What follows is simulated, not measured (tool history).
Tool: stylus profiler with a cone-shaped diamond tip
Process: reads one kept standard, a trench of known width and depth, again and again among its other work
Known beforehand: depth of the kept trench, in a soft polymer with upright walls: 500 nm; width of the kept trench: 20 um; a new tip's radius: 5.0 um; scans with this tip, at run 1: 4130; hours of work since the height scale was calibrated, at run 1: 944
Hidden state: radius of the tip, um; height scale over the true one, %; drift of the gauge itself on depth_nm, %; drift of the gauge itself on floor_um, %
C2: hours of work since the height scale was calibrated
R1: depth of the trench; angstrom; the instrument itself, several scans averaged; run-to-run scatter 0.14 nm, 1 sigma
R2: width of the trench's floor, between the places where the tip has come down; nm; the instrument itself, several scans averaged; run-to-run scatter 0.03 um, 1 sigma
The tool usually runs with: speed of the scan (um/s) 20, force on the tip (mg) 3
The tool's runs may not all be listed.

Run 1, hour 0: usual settings; scans with this tip 4130; C2 944. Result: R1 5060.6 angstrom, R2 14840 nm.
Run 2, hour 36.6: usual settings but force on the tip (mg) 5.83; scans with this tip 4214; C2 963. Result: R1 5083 angstrom, R2 14950 nm.
Run 3, hour 84.2: usual settings but force on the tip (mg) 5.83; scans with this tip 4324; C2 988. Result: R1 5083.9 angstrom, R2 14930 nm.
Run 4, hour 120.6: usual settings but speed of the scan (um/s) 34, force on the tip (mg) 5.83; scans with this tip 4408; C2 1007. Result: R1 5085.6 angstrom, R2 14860 nm.
Run 5, hour 171.2: usual settings; scans with this tip 4525; C2 1034. Result: R1 5061.1 angstrom, R2 14850 nm.
Run 6, hour 195.1: usual settings; scans with this tip 4580; C2 1047. Result: R1 5063.8 angstrom, R2 14790 nm.
Run 7, hour 222.1: usual settings; scans with this tip 4642; C2 1061. Result: R1 5064.3 angstrom, R2 14760 nm.
Run 8, hour 280.4: usual settings; scans with this tip 4777; C2 1092. Result: R1 5062.6 angstrom, R2 14830 nm.
Run 9, hour 311.7: usual settings; scans with this tip 4849; C2 1108. Result: R1 5063.5 angstrom, R2 14780 nm.
Run 10, hour 350: usual settings but speed of the scan (um/s) 5, force on the tip (mg) 6.26; scans with this tip 4937; C2 1128. Result: R1 5089.6 angstrom, R2 14790 nm.
Run 11, hour 383.6: usual settings but speed of the scan (um/s) 78, force on the tip (mg) 8.02; scans with this tip 5015; C2 1146. Result: R1 5101.9 angstrom, R2 14670 nm.
Run 12, hour 414.2: usual settings but speed of the scan (um/s) 78, force on the tip (mg) 8.02; scans with this tip 5086; C2 1162. Result: R1 5103.1 angstrom, R2 14660 nm.
Run 13, hour 461.1: usual settings but speed of the scan (um/s) 11, force on the tip (mg) 6.84; scans with this tip 5194; C2 1187. Result: R1 5094.7 angstrom, R2 14780 nm.
Run 14, hour 495.9: usual settings but speed of the scan (um/s) 11, force on the tip (mg) 6.84; scans with this tip 5274; C2 1205. Result: R1 5094.7 angstrom, R2 14830 nm.
Run 15, hour 546.3: usual settings but speed of the scan (um/s) 66, force on the tip (mg) 1.36; scans with this tip 5390; C2 1232. Result: R1 5052.1 angstrom, R2 14350 nm.
Run 16, hour 583.4: usual settings but force on the tip (mg) 8.21; scans with this tip 5476; C2 1251. Result: R1 5106.3 angstrom, R2 14670 nm.
Run 17, hour 616.3: usual settings but force on the tip (mg) 8.21; scans with this tip 5552; C2 1269. Result: R1 5106.9 angstrom, R2 14660 nm.
Run 18, hour 647.8: usual settings but speed of the scan (um/s) 19, force on the tip (mg) 1.05; scans with this tip 5625; C2 1285. Result: R1 5048.3 angstrom, R2 14590 nm.

Below are 3 alternative next runs, each starting from the tool's condition after run 18. Predict each:
Run A, hour 681.3: usual settings but speed of the scan (um/s) 9, force on the tip (mg) 1.05; scans with this tip 5702; C2 1303. Result: R1 ?, R2 ?.
Run B, hour 681.3: usual settings but speed of the scan (um/s) 10, force on the tip (mg) 2.13; scans with this tip 5702; C2 1303. Result: R1 ?, R2 ?.
Run C, hour 681.3: usual settings but speed of the scan (um/s) 10, force on the tip (mg) 4.62; scans with this tip 5702; C2 1303. Result: R1 ?, R2 ?.

run      R1     R2
  A  5050.3  14680
  B  5061.4  14730
  C  5082.1  14680
With no hidden state in the tool, these same runs would have given:
run      R1     R2
  A  5019.5  15580
  B  5030.4  15640
  C    5051  15590
